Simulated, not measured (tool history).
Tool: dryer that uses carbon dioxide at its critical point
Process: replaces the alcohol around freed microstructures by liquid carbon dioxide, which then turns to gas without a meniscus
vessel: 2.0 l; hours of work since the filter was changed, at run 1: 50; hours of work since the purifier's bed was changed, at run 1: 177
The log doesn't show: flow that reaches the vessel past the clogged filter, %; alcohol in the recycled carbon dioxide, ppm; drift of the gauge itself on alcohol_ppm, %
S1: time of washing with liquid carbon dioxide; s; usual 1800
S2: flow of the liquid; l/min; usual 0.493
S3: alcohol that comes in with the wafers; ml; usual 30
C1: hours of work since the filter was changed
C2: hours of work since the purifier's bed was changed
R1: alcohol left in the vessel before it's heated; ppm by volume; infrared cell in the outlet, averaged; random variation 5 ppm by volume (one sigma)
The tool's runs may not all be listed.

| run | hour | S1 | S2 | S3 | C1 | C2 | R1 |
|---|---|---|---|---|---|---|---|
| 1 | 0 | 1800 | 0.493 | 30 | 50 | 177 | 87 |
| 2 | 23.8 | 1800 | 0.493 | 36 | 59 | 186 | 109 |
| 3 | 46.5 | 1800 | 0.493 | 30 | 67 | 195 | 95 |
| 4 | 73.5 | 2280 | 0.493 | 30 | 78 | 205 | 65 |
| 5 | 86.7 | 2280 | 0.493 | 30 | 83 | 210 | 69 |
| 6 | 101.6 | 2280 | 0.493 | 30 | 88 | 216 | 72 |
| 7 | 130.3 | 2280 | 0.493 | 30 | 99 | 227 | 80 |
| 8 | 160.1 | 2280 | 0.493 | 30 | 111 | 238 | 82 |
| 9 | 190.7 | 2280 | 0.493 | 30 | 122 | 250 | 81 |
| 10 | 211.7 | 1800 | 0.695 | 30 | 130 | 258 | 75 |
| 11 | 242.5 | 1800 | 0.695 | 30 | 142 | 270 | 74 |
| 12 | 266.9 | 1800 | 0.493 | 50 | 151 | 279 | 170 |
| 13 | 283.9 | 1800 | 0.493 | 59 | 158 | 286 | 191 |
| 14 | 312.9 | 1800 | 0.493 | 59 | 169 | 297 | 199 |
| 15 | 335.1 | 1800 | 0.493 | 59 | 177 | 305 | 210 |
| 16 | 359.7 | 1800 | 0.493 | 59 | 187 | 314 | 211 |
|  | 379.3 | inlet filter changed |
| 17 | 387.6 | 1800 | 0.493 | 59 | 3 | 325 | 154 |
| 18 | 401.3 | 2640 | 0.493 | 30 | 8 | 330 | 98 |
| 19 | 431 | 2640 | 0.396 | 30 | 20 | 341 | 119 |
| 20 | 453.1 | 2640 | 0.396 | 30 | 28 | 350 | 121 |
| 21 | 470.4 | 1800 | 0.493 | 26 | 35 | 356 | 130 |
| 22 | 488.9 | 1800 | 0.493 | 30 | 42 | 363 | 135 |
| 23 | 504.7 | 1800 | 0.493 | 30 | 48 | 369 | 152 |
| 24 | 518 | 1800 | 0.493 | 30 | 53 | 374 | 151 |
| 25 | 541.6 | 1800 | 0.634 | 44 | 62 | 383 | 113 |
| 26 | 568.8 | 1080 | 0.634 | 71 | 72 | 394 | 452 |
| 27 | 582.5 | 1800 | 0.379 | 41 | 78 | 399 | 340 |
| 28 | 610.6 | 1800 | 0.379 | 41 | 88 | 410 | 340 |
| 29 | 637.4 | 1800 | 0.379 | 41 | 98 | 420 | 362 |
| 30 | 668.7 | 2520 | 0.454 | 42 | 110 | 432 | 125 |
| 31 | 687.3 | 2520 | 0.454 | 42 | 117 | 439 | 144 |
| 32 | 703.4 | 1740 | 0.305 | 22 | 124 | 445 | 533 |
| 33 | 717.2 | 1560 | 0.605 | 23 | 129 | 450 | 147 |
| 34 | 741.3 | 1380 | 0.405 | 53 | 138 | 460 | 894 |
| 35 | 761.3 | 2280 | 0.42 | 102 | 146 | 467 | 258 |
| 36 | 786.7 | 2280 | 0.42 | 74 | 155 | 477 | 219 |
| 37 | 800.6 | 2160 | 0.433 | 66 | 161 | 482 | 225 |
| 38 | 826.4 | 1200 | 0.406 | 49 | 171 | 492 | 1362 |
| 39 | 856.9 | 1200 | 0.406 | 49 | 182 | 504 | 1319 |
| 40 | 883.8 | 1500 | 0.613 | 49 | 192 | 514 | 228 |
|  | 889.5 | inlet filter changed |
| 41 | 914.8 | 1380 | 0.731 | 43 | 10 | 525 | 162 |
| 42 | 938.6 | 1620 | 0.555 | 39 | 19 | 535 | 204 |
| 43 | 963.2 | 2520 | 0.697 | 30 | 28 | 544 | 150 |
| 44 | 984.4 | 1380 | 0.588 | 32 | 36 | 552 | 226 |
| 45 | 1015.8 | 1200 | 0.77 | 32 | 48 | 564 | 181 |
| 46 | 1040 | 1200 | 0.77 | 32 | 57 | 573 | 190 |
| 47 | 1057.4 | 1800 | 0.437 | 65 | 64 | 580 | 329 |

4 ways to go on from here, each from the tool as it stands after run 47. What would each give?
| A | 1084.3 | 2640 | 0.711 | 113 | 74 | 590 | ? |
| B | 1084.3 | 2100 | 0.741 | 65 | 74 | 590 | ? |
| C | 1084.3 | 2880 | 0.493 | 69 | 74 | 590 | ? |
| D | 1084.3 | 1440 | 0.474 | 94 | 74 | 590 | ? |

| run | R1 |
|---|---|
| A | 171 |
| B | 160 |
| C | 171 |
| D | 649 |
Without the tool's hidden state the same runs would have given:
| run | R1 |
|---|---|
| A | 5 |
| B | 0 |
| C | 5 |
| D | 399 |

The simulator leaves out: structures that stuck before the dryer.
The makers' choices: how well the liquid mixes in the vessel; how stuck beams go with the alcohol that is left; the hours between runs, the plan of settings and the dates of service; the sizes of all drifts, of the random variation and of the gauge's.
